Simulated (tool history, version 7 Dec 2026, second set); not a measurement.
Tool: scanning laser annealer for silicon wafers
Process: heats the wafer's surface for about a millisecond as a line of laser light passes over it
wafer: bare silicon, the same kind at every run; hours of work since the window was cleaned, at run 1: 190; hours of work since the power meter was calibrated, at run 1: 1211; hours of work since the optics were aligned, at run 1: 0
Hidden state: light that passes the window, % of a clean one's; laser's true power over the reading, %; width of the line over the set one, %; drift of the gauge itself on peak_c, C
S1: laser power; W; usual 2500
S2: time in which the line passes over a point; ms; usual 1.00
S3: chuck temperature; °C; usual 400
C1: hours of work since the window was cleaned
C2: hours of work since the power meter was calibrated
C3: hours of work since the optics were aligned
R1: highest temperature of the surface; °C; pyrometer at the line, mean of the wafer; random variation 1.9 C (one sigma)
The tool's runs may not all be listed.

run,day,S1,S2,S3,C1,C2,C3,R1
1,0.000,2500,1.00,400,190,1211,0,1201
2,2.512,2500,1.00,400,227,1249,38,1201
3,4.542,2500,1.00,400,258,1279,68,1202
4,7.221,2500,1.00,400,298,1319,108,1201
# day 8.246: window over the wafer cleaned
5,8.779,2500,1.00,400,8,1342,130,1199
6,10.038,2500,1.00,400,27,1360,149,1199
7,12.954,2500,1.18,400,70,1404,193,1272
8,15.358,2500,1.18,400,106,1440,229,1268
9,18.300,2500,1.18,400,150,1484,273,1272
10,21.000,2166,0.98,423,191,1524,313,1110
11,22.267,2597,1.00,431,210,1543,332,1262
12,25.154,2500,0.75,433,253,1587,375,1127
13,28.042,2699,0.75,433,296,1630,418,1181
# day 29.204: window over the wafer cleaned
14,30.679,2249,1.00,400,22,1668,457,1122
15,32.025,2249,1.00,400,42,1688,477,1119
16,33.212,2500,1.11,383,60,1706,495,1229

Hidden state at the last listed run before each entry between runs and at the first one after, where it differs:
Between runs 4 and 5: window over the wafer cleaned (day 8.246)
  light that passes the window, % of a clean one's: 99.95 -> 100
Between runs 13 and 14: window over the wafer cleaned (day 29.204)
  light that passes the window, % of a clean one's: 99.95 -> 100
